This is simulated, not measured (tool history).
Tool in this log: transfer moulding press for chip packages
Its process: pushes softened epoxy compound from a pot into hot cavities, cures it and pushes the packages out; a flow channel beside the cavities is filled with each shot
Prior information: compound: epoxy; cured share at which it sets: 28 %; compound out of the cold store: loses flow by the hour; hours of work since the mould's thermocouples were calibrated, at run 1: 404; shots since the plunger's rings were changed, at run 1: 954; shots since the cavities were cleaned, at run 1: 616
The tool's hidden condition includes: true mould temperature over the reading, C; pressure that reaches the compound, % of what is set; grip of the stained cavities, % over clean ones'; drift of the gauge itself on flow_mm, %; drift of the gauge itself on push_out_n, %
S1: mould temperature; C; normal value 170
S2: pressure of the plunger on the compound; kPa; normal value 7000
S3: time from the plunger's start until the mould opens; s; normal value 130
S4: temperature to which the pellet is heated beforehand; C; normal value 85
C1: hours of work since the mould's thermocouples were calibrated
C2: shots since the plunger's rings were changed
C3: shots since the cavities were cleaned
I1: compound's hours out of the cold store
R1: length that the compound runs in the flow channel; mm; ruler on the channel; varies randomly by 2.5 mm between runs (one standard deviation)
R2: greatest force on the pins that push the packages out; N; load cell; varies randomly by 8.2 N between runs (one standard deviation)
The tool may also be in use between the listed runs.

Run 1, hour 0.0: usual settings; C1 404; C2 954; C3 616; I1 21.5. Result: R1 849 mm, R2 566 N.
At hour 10.9: cavities cleaned with cleaning compound and waxed.
Run 2, hour 65.1: usual settings; C1 433; C2 1401; C3 381; I1 10.5. Result: R1 896 mm, R2 512 N.
At hour 112.6: cavities cleaned with cleaning compound and waxed.
Run 3, hour 126.8: usual settings; C1 461; C2 1825; C3 100; I1 29.9. Result: R1 805 mm, R2 382 N.
Run 4, hour 190.6: usual settings but S3 159 s; C1 490; C2 2273; C3 548; I1 47.9. Result: R1 725 mm, R2 490 N.
At hour 214.8: cavities cleaned with cleaning compound and waxed.
Run 5, hour 249.3: usual settings but S3 159 s; C1 517; C2 2676; C3 243; I1 28.6. Result: R1 800 mm, R2 421 N.
At hour 258.8: plunger's sealing rings changed.
Run 6, hour 287.3: usual settings but S3 159 s; C1 533; C2 201; C3 493; I1 10.4. Result: R1 908 mm, R2 492 N.
At hour 315.2: cavities cleaned with cleaning compound and waxed.
Run 7, hour 317.9: usual settings but S2 7370 kPa, S3 159 s; C1 546; C2 405; C3 19; I1 32.4. Result: R1 824 mm, R2 326 N.
At hour 325.7: mould's thermocouples calibrated.
Run 8, hour 361.4: usual settings but S2 7370 kPa, S3 159 s; C1 16; C2 698; C3 312; I1 38.2. Result: R1 795 mm, R2 442 N.
At hour 417.1: cavities cleaned with cleaning compound and waxed.
Run 9, hour 426.1: usual settings but S2 7370 kPa, S3 159 s; C1 45; C2 1142; C3 63; I1 20.9. Result: R1 868 mm, R2 366 N.
Run 10, hour 461.8: usual settings but S3 145 s; C1 62; C2 1394; C3 315; I1 13.2. Result: R1 879 mm, R2 448 N.
Run 11, hour 491.5: usual settings but S3 145 s; C1 75; C2 1602; C3 523; I1 14.7. Result: R1 867 mm, R2 517 N.
At hour 519.7: cavities cleaned with cleaning compound and waxed.
Run 12, hour 557.7: usual settings but S3 145 s; C1 105; C2 2057; C3 267; I1 14.0. Result: R1 873 mm, R2 438 N.
Run 13, hour 584.8: usual settings but S1 174 C, S2 7620 kPa, S3 114 s; C1 118; C2 2248; C3 458; I1 16.9. Result: R1 871 mm, R2 514 N.
At hour 617.7: cavities cleaned with cleaning compound and waxed.
Run 14, hour 620.6: usual settings but S1 174 C, S2 7620 kPa, S3 114 s; C1 133; C2 2489; C3 20; I1 46.7. Result: R1 744 mm, R2 357 N.
At hour 656.9: plunger's sealing rings changed.
Run 15, hour 656.9: usual settings but S1 174 C, S2 7620 kPa, S3 114 s; C1 149; C2 0; C3 258; I1 31.9. Result: R1 832 mm, R2 471 N.
At hour 666.4: mould's thermocouples calibrated, once more.
Run 16, hour 690.9: usual settings but S1 175 C, S2 5390 kPa, S3 144 s; C1 11; C2 226; C3 484; I1 39.4. Result: R1 673 mm, R2 467 N.
At hour 722.1: cavities cleaned with cleaning compound and waxed.
Run 17, hour 744.0: usual settings but S1 163 C, S2 5390 kPa, S3 144 s, S4 89 C; C1 35; C2 588; C3 154; I1 35.4. Result: R1 718 mm, R2 482 N.
Run 18, hour 784.7: usual settings but S1 163 C, S2 5390 kPa, S3 144 s, S4 89 C; C1 54; C2 875; C3 441; I1 17.5. Result: R1 792 mm, R2 630 N.
At hour 823.3: cavities cleaned with cleaning compound and waxed.
Run 19, hour 834.5: usual settings but S1 164 C, S2 8050 kPa, S3 147 s, S4 89 C; C1 76; C2 1215; C3 79; I1 34.0. Result: R1 876 mm, R2 439 N.
Run 20, hour 890.5: usual settings but S1 165 C, S4 84 C; C1 102; C2 1609; C3 473; I1 25.9. Result: R1 842 mm, R2 637 N.
At hour 923.1: cavities cleaned with cleaning compound and waxed.
Run 21, hour 945.4: usual settings but S1 164 C, S2 7510 kPa, S3 132 s, S4 77 C; C1 126; C2 1984; C3 156; I1 12.4. Result: R1 943 mm, R2 544 N.
Run 22, hour 985.5: usual settings but S1 163 C, S2 7510 kPa, S3 132 s, S4 77 C; C1 145; C2 2267; C3 439; I1 38.3. Result: R1 820 mm, R2 668 N.

Selected run-to-run steps in R1, each split into two signed amounts: the part the tool would show with no hidden state at all (from settings, incoming material and random variation), and the remainder, which goes to the hidden state together with any gauge scatter not common to the measured and the hidden-state-free results:
Run 5 -> 6: plunger's sealing rings changed. R1 +108 mm: hidden state +23, all else +85.
Run 13 -> 14: cavities cleaned with cleaning compound and waxed. R1 -127 mm: hidden state +2, all else -129.
Run 14 -> 15: plunger's sealing rings changed. R1 +88 mm: hidden state +24, all else +64.
Run 15 -> 16: S1 174 -> 175, S2 7620 -> 5390, S3 114 -> 144, mould's thermocouples calibrated, once more. R1 -159 mm: hidden state +4, all else -163.
